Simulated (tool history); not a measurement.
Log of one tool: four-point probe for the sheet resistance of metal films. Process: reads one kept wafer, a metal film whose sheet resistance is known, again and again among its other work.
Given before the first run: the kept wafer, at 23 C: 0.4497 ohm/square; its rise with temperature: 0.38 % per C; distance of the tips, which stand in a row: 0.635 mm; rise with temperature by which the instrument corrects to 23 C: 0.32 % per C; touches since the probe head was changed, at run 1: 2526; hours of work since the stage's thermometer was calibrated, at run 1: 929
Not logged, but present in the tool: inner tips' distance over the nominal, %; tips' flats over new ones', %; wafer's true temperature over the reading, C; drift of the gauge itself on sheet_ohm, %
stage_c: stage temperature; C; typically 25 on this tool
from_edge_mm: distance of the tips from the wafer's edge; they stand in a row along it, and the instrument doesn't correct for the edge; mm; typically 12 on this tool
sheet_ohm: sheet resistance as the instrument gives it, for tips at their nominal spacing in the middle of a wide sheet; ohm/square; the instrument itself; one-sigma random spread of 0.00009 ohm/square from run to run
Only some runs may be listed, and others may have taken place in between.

| run | hour | stage_c | from_edge_mm | touches since the probe head was changed | hours of work since the stage's thermometer was calibrated | sheet_ohm |
|---|---|---|---|---|---|---|
| 1 | 0 | 25 | 12 | 2526 | 929 | 0.450338 |
| 2 | 34.7 | 25 | 12 | 3988 | 949 | 0.450381 |
| 3 | 87.3 | 25 | 12 | 6206 | 979 | 0.450111 |
| 4 | 126.8 | 25 | 11 | 7870 | 1002 | 0.450375 |
| 5 | 149.6 | 25 | 23 | 8830 | 1015 | 0.44953 |
| 6 | 177.2 | 25 | 23 | 9991 | 1031 | 0.44969 |
| 7 | 199.4 | 25 | 23 | 10927 | 1044 | 0.449592 |
| 8 | 228.4 | 25 | 9 | 12149 | 1061 | 0.450732 |
| 9 | 269.9 | 25 | 16 | 13900 | 1085 | 0.449713 |
| 10 | 302.9 | 25 | 16 | 15289 | 1104 | 0.449776 |
| 11 | 348.3 | 25 | 16 | 17201 | 1131 | 0.449892 |
| 12 | 384.9 | 25 | 16 | 18744 | 1152 | 0.44963 |
| 13 | 414.7 | 25 | 16 | 19999 | 1169 | 0.449611 |
| 14 | 466.7 | 25 | 16 | 22192 | 1199 | 0.449404 |
| 15 | 507.4 | 25 | 16 | 23908 | 1223 | 0.44934 |
| 16 | 544.3 | 25 | 12 | 25461 | 1244 | 0.449783 |
| 17 | 581.4 | 30 | 12 | 27024 | 1266 | 0.451043 |
| 18 | 616.1 | 30 | 12 | 28487 | 1286 | 0.451073 |
| 19 | 665.6 | 21 | 8 | 30571 | 1315 | 0.449452 |
| 20 | 706.9 | 21 | 8 | 32315 | 1339 | 0.449231 |
| 21 | 757 | 21 | 8 | 34424 | 1368 | 0.449174 |
| 22 | 785.4 | 23 | 52 | 35621 | 1384 | 0.448334 |
| 23 | 833.1 | 21 | 58 | 37629 | 1412 | 0.447705 |
| 24 | 874.6 | 23 | 7 | 39380 | 1436 | 0.450148 |
| 25 | 912.8 | 19 | 5 | 40987 | 1458 | 0.45106 |
| 26 | 966.2 | 27 | 25 | 43238 | 1489 | 0.449398 |
|  | 969.3 | stage's thermometer calibrated |
| 27 | 999.1 | 19 | 8 | 44606 | 17 | 0.448155 |
| 28 | 1036.6 | 26 | 4 | 46186 | 39 | 0.45461 |
| 29 | 1079.3 | 20 | 4 | 47982 | 64 | 0.452813 |
| 30 | 1112.5 | 33 | 9 | 49382 | 83 | 0.451467 |
| 31 | 1163.2 | 22 | 6 | 51521 | 113 | 0.449816 |
| 32 | 1198.8 | 19 | 8 | 53018 | 133 | 0.44767 |
| 33 | 1251.3 | 31 | 10 | 55232 | 164 | 0.450542 |
|  | 1272.5 | stage's thermometer calibrated, once more |
| 34 | 1280.7 | 21 | 14 | 56451 | 5 | 0.448671 |
| 35 | 1309 | 21 | 14 | 57641 | 21 | 0.448542 |
| 36 | 1343 | 22 | 42 | 59075 | 41 | 0.448336 |

Here are 3 independent what-if runs from the current tool condition. What would each one return?
| A | 1386.1 | 27 | 4 | 60890 | 66 | ? |
| B | 1386.1 | 33 | 6 | 60890 | 66 | ? |
| C | 1386.1 | 23 | 4 | 60890 | 66 | ? |

| run | sheet_ohm |
|---|---|
| A | 0.455663 |
| B | 0.454121 |
| C | 0.454604 |
Without the tool's unlogged condition, the same runs would have read:
| run | sheet_ohm |
|---|---|
| A | 0.456748 |
| B | 0.455202 |
| C | 0.455688 |
